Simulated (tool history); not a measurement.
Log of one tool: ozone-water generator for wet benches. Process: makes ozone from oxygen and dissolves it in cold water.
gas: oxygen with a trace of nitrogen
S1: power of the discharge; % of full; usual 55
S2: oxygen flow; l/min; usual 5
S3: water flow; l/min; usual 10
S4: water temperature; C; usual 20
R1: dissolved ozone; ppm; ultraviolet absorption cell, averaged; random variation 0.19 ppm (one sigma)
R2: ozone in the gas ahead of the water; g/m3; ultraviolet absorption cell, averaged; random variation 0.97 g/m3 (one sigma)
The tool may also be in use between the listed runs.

run 1 day=0 | S1=55 S2=5 S3=10 S4=20 | R1=26.9 R2=165.3
run 2 day=1.492 | S1=55 S2=5 S3=10 S4=20 | R1=26.8 R2=165.3
run 3 day=3.45 | S1=55 S2=5 S3=10 S4=20 | R1=26.7 R2=165.7
run 4 day=5.1 | S1=55 S2=5 S3=10 S4=20 | R1=26.9 R2=166.4
run 5 day=6.225 | S1=55 S2=5 S3=10 S4=20 | R1=26.6 R2=166
run 6 day=7.642 | S1=55 S2=5 S3=10 S4=20 | R1=26.9 R2=165.3
run 7 day=9.45 | S1=55 S2=5 S3=10 S4=20 | R1=26.5 R2=166.9
run 8 day=11.442 | S1=55 S2=5 S3=10 S4=20 | R1=27 R2=167

Forecast run 9:
run 9 day=12.912 | S1=93 S2=5.77 S3=9 S4=14 | R1=? R2=?

Run 9 gave R1 47.9 ppm, R2 238.1 g/m3.
Without the tool's hidden state the same run would have given R1 47.9 ppm, R2 235.2 g/m3.
